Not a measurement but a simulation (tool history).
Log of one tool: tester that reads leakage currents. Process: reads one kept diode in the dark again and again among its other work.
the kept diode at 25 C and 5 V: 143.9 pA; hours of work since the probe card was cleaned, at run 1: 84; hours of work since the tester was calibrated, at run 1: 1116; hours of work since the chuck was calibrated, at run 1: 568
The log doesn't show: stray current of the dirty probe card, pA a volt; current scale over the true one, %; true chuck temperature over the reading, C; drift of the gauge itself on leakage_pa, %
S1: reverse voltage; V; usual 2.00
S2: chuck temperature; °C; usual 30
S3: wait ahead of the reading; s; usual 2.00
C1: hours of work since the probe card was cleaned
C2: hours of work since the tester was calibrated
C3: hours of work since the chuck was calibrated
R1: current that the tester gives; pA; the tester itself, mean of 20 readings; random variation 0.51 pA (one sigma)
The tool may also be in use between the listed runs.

run     day    S1  S2    S3   C1    C2   C3       R1
  1   0.000  2.00  30  2.00   84  1116  568   179.29
  2   0.792  2.00  58  2.00   97  1129  581  1748.45
  3   1.658  2.00  58  2.00  111  1143  596  1747.63
  4   2.800  9.09  30  2.00  130  1162  614   296.76
  5   3.896  2.00  30  2.49  148  1180  632   180.75
  6   4.946  2.00  43  2.00  165  1197  650   547.10
  7   5.858  9.71  24  0.37  180  1212  665   179.96
  8   7.267  9.71  24  0.31  203  1235  688   181.20
  9   8.754  9.71  24  3.75  228  1260  712   180.11
 10  10.521  2.00  53  3.75  257  1289  741  1216.89
 11  11.475  2.00  53  3.75  272  1305  757  1222.69

Measured less the same run without the tool's hidden state. The same run-to-run variation is in both; the gauge's scatter may not be:
run      R1
  1  +10.77
  2  +87.59
  3  +89.67
  4  +20.17
  5  +12.18
  6  +34.07
  7  +14.68
  8  +15.44
  9  +16.23
 10  +81.00
 11  +83.07
